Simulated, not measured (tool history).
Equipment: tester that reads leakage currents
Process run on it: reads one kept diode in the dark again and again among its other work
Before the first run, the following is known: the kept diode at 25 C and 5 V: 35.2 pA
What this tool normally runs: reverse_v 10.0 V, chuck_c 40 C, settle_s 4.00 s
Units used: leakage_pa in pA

Run 1, day 0.000: usual settings. Result: leakage_pa 133.74 pA.
Run 2, day 7.946: usual settings but reverse_v 2.2 V. Result: leakage_pa 69.92 pA.
Run 3, day 16.883: usual settings but chuck_c 20 C. Result: leakage_pa 33.02 pA.
Run 4, day 24.271: usual settings but chuck_c 52 C. Result: leakage_pa 283.83 pA.
Run 5, day 30.779: usual settings but chuck_c 52 C. Result: leakage_pa 283.10 pA.
Run 6, day 37.912: usual settings but chuck_c 52 C. Result: leakage_pa 285.27 pA.
Run 7, day 45.450: usual settings but chuck_c 52 C. Result: leakage_pa 285.12 pA.
Run 8, day 54.333: usual settings but chuck_c 58 C. Result: leakage_pa 410.12 pA.
Run 9, day 63.675: usual settings. Result: leakage_pa 133.19 pA.
Run 10, day 72.938: usual settings but settle_s 3.39 s. Result: leakage_pa 133.32 pA.
Run 11, day 83.088: usual settings but reverse_v 18.6 V. Result: leakage_pa 173.96 pA.
Run 12, day 92.038: usual settings but reverse_v 18.6 V. Result: leakage_pa 173.43 pA.
Run 13, day 96.442: usual settings but reverse_v 18.6 V. Result: leakage_pa 174.57 pA.
Run 14, day 104.475: usual settings but chuck_c 20 C. Result: leakage_pa 33.15 pA.
Run 15, day 111.058: usual settings but chuck_c 52 C. Result: leakage_pa 284.60 pA.
Run 16, day 115.992: usual settings but chuck_c 52 C. Result: leakage_pa 285.43 pA.
Run 17, day 120.629: usual settings but chuck_c 52 C. Result: leakage_pa 285.06 pA.
Run 18, day 129.071: usual settings but settle_s 2.42 s. Result: leakage_pa 133.86 pA.
Run 19, day 137.854: usual settings but settle_s 2.42 s. Result: leakage_pa 134.40 pA.
Run 20, day 143.483: usual settings. Result: leakage_pa 133.28 pA.
Run 21, day 148.908: usual settings but settle_s 0.81 s. Result: leakage_pa 133.62 pA.
Run 22, day 157.100: usual settings but reverse_v 7.6 V, settle_s 0.47 s. Result: leakage_pa 119.41 pA.
Run 23, day 167.079: usual settings but reverse_v 13.6 V, chuck_c 33 C, settle_s 0.47 s. Result: leakage_pa 96.62 pA.
Run 24, day 177.054: usual settings but reverse_v 2.0 V, chuck_c 30 C, settle_s 2.16 s. Result: leakage_pa 33.89 pA.
Run 25, day 182.942: usual settings but reverse_v 2.0 V, chuck_c 30 C, settle_s 2.16 s. Result: leakage_pa 34.32 pA.
Run 26, day 189.517: usual settings but reverse_v 2.0 V, chuck_c 30 C, settle_s 2.16 s. Result: leakage_pa 34.21 pA.
Run 27, day 197.517: usual settings but reverse_v 2.0 V, chuck_c 22 C, settle_s 1.67 s. Result: leakage_pa 19.27 pA.
Run 28, day 203.646: usual settings but reverse_v 2.0 V, chuck_c 22 C, settle_s 1.67 s. Result: leakage_pa 19.25 pA.
Run 29, day 210.138: usual settings but reverse_v 1.4 V, chuck_c 58 C, settle_s 1.94 s. Result: leakage_pa 177.69 pA.
Run 30, day 220.171: usual settings but reverse_v 1.4 V, chuck_c 58 C, settle_s 1.94 s. Result: leakage_pa 176.33 pA.
Run 31, day 228.858: usual settings but reverse_v 10.1 V, chuck_c 21 C. Result: leakage_pa 35.70 pA.
Run 32, day 235.175: usual settings but reverse_v 1.1 V, settle_s 0.70 s. Result: leakage_pa 52.19 pA.
Run 33, day 241.125: usual settings but reverse_v 1.2 V, chuck_c 21 C, settle_s 0.70 s. Result: leakage_pa 14.53 pA.
Run 34, day 251.383: usual settings but reverse_v 1.2 V, chuck_c 21 C, settle_s 0.70 s. Result: leakage_pa 14.38 pA.
Run 35, day 261.500: usual settings but chuck_c 20 C. Result: leakage_pa 32.89 pA.
Run 36, day 268.492: usual settings but reverse_v 16.6 V, chuck_c 39 C, settle_s 0.94 s. Result: leakage_pa 155.97 pA.
Run 37, day 276.450: usual settings but chuck_c 35 C. Result: leakage_pa 96.21 pA.
Run 38, day 280.896: usual settings but reverse_v 2.7 V, chuck_c 38 C, settle_s 1.97 s. Result: leakage_pa 67.12 pA.
Run 39, day 288.912: usual settings but reverse_v 1.6 V, settle_s 1.43 s. Result: leakage_pa 61.22 pA.

Between the runs listed above, the log contained 4 entries, not reproduced here. Where in the sequence does each belong, and how does what the log doesn't record of the tool's condition differ from the listed run before to the listed run after?
Between runs 6 and 7: chuck's temperature calibrated (day 42.096)
  true chuck temperature over the reading, C: -0.01 -> 0
Between runs 17 and 18: probe card cleaned and baked (day 126.604)
  stray current of the dirty probe card, pA a volt: 0.028 -> 0.02
Between runs 27 and 28: chuck's temperature calibrated (day 201.117)
  true chuck temperature over the reading, C: -0.01 -> 0
Between runs 29 and 30: tester calibrated (day 215.367)
  current scale over the true one, %: -0.01 -> 0
